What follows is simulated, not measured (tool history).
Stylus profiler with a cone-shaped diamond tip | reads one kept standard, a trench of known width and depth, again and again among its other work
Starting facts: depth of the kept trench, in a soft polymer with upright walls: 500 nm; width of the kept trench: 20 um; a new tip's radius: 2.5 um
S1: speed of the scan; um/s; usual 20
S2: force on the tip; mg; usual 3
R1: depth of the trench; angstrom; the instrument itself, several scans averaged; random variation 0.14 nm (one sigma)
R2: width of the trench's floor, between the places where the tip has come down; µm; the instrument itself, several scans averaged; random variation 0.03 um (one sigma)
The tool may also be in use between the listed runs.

| run | hour | S1 | S2 | R1 | R2 |
|---|---|---|---|---|---|
| 1 | 0 | 20 | 3 | 5077.6 | 16.94 |
| 2 | 51.4 | 20 | 3 | 5077.3 | 16.88 |
| 3 | 82.1 | 20 | 3 | 5078.4 | 16.93 |
| 4 | 114.4 | 12 | 3 | 5075.4 | 16.92 |
| 5 | 167.5 | 20 | 3 | 5078.5 | 16.84 |
| 6 | 210.6 | 20 | 3 | 5076.9 | 16.85 |
| 7 | 271 | 20 | 3 | 5079.2 | 16.92 |
| 8 | 329.2 | 20 | 3 | 5077 | 16.87 |
| 9 | 390 | 8 | 3 | 5079.1 | 16.93 |
|  | 430.4 | new tip fitted, height scale calibrated |
| 10 | 430.4 | 8 | 3 | 5076.1 | 17.01 |
| 11 | 496 | 8 | 3 | 5077 | 16.95 |
| 12 | 556.9 | 8 | 3 | 5074.7 | 16.99 |
| 13 | 596.8 | 20 | 3 | 5077.6 | 16.9 |
| 14 | 660.7 | 20 | 2.02 | 5056.9 | 16.86 |
| 15 | 689.3 | 20 | 3 | 5077.4 | 16.94 |
| 16 | 726.6 | 20 | 3 | 5076 | 16.84 |
| 17 | 755.8 | 20 | 3 | 5074.8 | 16.96 |
| 18 | 795.8 | 20 | 3 | 5077.1 | 16.93 |
| 19 | 831.5 | 20 | 3 | 5076 | 16.92 |
| 20 | 888.5 | 20 | 3 | 5076.5 | 16.89 |
| 21 | 947 | 20 | 3 | 5076.2 | 16.9 |
| 22 | 996.3 | 20 | 3 | 5078.6 | 16.9 |
| 23 | 1058.7 | 74 | 3 | 5077.3 | 16.64 |
| 24 | 1089.2 | 28 | 1.94 | 5058.1 | 16.81 |
| 25 | 1119.9 | 28 | 1.94 | 5058.8 | 16.85 |
| 26 | 1162 | 75 | 3.31 | 5083.1 | 16.66 |
| 27 | 1204.6 | 75 | 2 | 5056.3 | 16.61 |
| 28 | 1266.6 | 20 | 1.08 | 5038.3 | 16.81 |
| 29 | 1313.8 | 20 | 1.08 | 5037.6 | 16.79 |
| 30 | 1355.6 | 43 | 1.28 | 5042.7 | 16.63 |
| 31 | 1402.7 | 58 | 4.63 | 5100.3 | 16.82 |
| 32 | 1437.1 | 15 | 4.63 | 5101.7 | 16.87 |
| 33 | 1478.6 | 6 | 4.14 | 5094.7 | 16.9 |
| 34 | 1505.3 | 6 | 4.14 | 5093.5 | 16.95 |
| 35 | 1532.8 | 12 | 1.15 | 5037.9 | 16.9 |
| 36 | 1587.1 | 15 | 1.08 | 5035.5 | 16.86 |
| 37 | 1652.2 | 40 | 3.39 | 5083.6 | 16.83 |
| 38 | 1683.9 | 17 | 1.19 | 5043.1 | 16.83 |
| 39 | 1716 | 17 | 1.19 | 5040.8 | 16.9 |
| 40 | 1760.5 | 29 | 1.69 | 5054.4 | 16.84 |
| 41 | 1792.4 | 12 | 1.44 | 5045.8 | 16.87 |
| 42 | 1836.3 | 27 | 1.09 | 5037.9 | 16.76 |
|  | 1859.6 | new tip fitted, height scale calibrated |
| 43 | 1895.1 | 27 | 1.09 | 5037.6 | 16.88 |
| 44 | 1942 | 7 | 4.2 | 5095.3 | 16.9 |
| 45 | 1975.7 | 14 | 3 | 5075.9 | 16.95 |
| 46 | 2026.9 | 7 | 1.9 | 5056.8 | 16.95 |

Below are 3 alternative next runs, each starting from the tool's condition after run 46. Predict each:
| A | 2091.6 | 34 | 1.62 | ? | ? |
| B | 2091.6 | 12 | 1.03 | ? | ? |
| C | 2091.6 | 20 | 7.6 | ? | ? |

| run | R1 | R2 |
|---|---|---|
| A | 5053.5 | 16.76 |
| B | 5036.4 | 16.88 |
| C | 5143.3 | 16.92 |
The same runs, with their run-to-run variation unchanged, on a tool lacking any hidden condition would have given:
| run | R1 | R2 |
|---|---|---|
| A | 5053.5 | 16.77 |
| B | 5036.4 | 16.89 |
| C | 5143.2 | 16.93 |
